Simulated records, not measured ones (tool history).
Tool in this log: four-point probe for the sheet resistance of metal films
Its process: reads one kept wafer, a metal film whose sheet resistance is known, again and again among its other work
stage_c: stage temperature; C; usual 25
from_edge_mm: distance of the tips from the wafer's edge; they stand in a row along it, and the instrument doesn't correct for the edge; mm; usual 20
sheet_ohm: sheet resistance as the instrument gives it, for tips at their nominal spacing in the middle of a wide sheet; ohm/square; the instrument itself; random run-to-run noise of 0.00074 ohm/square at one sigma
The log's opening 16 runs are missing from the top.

run 17 hour=461.2 | stage_c=25 from_edge_mm=20 | sheet_ohm=3.754658
run 18 hour=478.7 | stage_c=25 from_edge_mm=20 | sheet_ohm=3.754473
run 19 hour=512.3 | stage_c=25 from_edge_mm=20 | sheet_ohm=3.755258
-- hour=518.7 new probe head fitted
run 20 hour=547.0 | stage_c=25 from_edge_mm=6 | sheet_ohm=3.675978
run 21 hour=568.7 | stage_c=20 from_edge_mm=33 | sheet_ohm=3.670238
run 22 hour=586.9 | stage_c=34 from_edge_mm=10 | sheet_ohm=3.657890
run 23 hour=607.2 | stage_c=33 from_edge_mm=21 | sheet_ohm=3.655188
run 24 hour=639.0 | stage_c=29 from_edge_mm=21 | sheet_ohm=3.661656
run 25 hour=672.6 | stage_c=29 from_edge_mm=21 | sheet_ohm=3.662420
run 26 hour=702.2 | stage_c=26 from_edge_mm=25 | sheet_ohm=3.666378
run 27 hour=728.8 | stage_c=26 from_edge_mm=25 | sheet_ohm=3.665756
run 28 hour=766.3 | stage_c=26 from_edge_mm=25 | sheet_ohm=3.668066
run 29 hour=784.0 | stage_c=27 from_edge_mm=5 | sheet_ohm=3.684361
run 30 hour=805.0 | stage_c=27 from_edge_mm=5 | sheet_ohm=3.686196
run 31 hour=844.2 | stage_c=27 from_edge_mm=11 | sheet_ohm=3.671367
run 32 hour=871.0 | stage_c=21 from_edge_mm=11 | sheet_ohm=3.679153
run 33 hour=894.1 | stage_c=31 from_edge_mm=61 | sheet_ohm=3.661706
run 34 hour=928.8 | stage_c=25 from_edge_mm=47 | sheet_ohm=3.669712
run 35 hour=952.4 | stage_c=24 from_edge_mm=3 | sheet_ohm=3.725483
run 36 hour=973.7 | stage_c=24 from_edge_mm=3 | sheet_ohm=3.726365
run 37 hour=1010.2 | stage_c=24 from_edge_mm=3 | sheet_ohm=3.726729

Here are 4 independent what-if runs from the current tool condition. What would each one return?
run A hour=1049.9 | stage_c=33 from_edge_mm=43 | sheet_ohm=?
run B hour=1049.9 | stage_c=22 from_edge_mm=20 | sheet_ohm=?
run C hour=1049.9 | stage_c=19 from_edge_mm=33 | sheet_ohm=?
run D hour=1049.9 | stage_c=24 from_edge_mm=9 | sheet_ohm=?

run=A sheet_ohm=3.662943
run=B sheet_ohm=3.677126
run=C sheet_ohm=3.680512
run=D sheet_ohm=3.680004
What these runs would have given with no unlogged condition in the tool:
run=A sheet_ohm=3.680977
run=B sheet_ohm=3.695298
run=C sheet_ohm=3.698721
run=D sheet_ohm=3.698176

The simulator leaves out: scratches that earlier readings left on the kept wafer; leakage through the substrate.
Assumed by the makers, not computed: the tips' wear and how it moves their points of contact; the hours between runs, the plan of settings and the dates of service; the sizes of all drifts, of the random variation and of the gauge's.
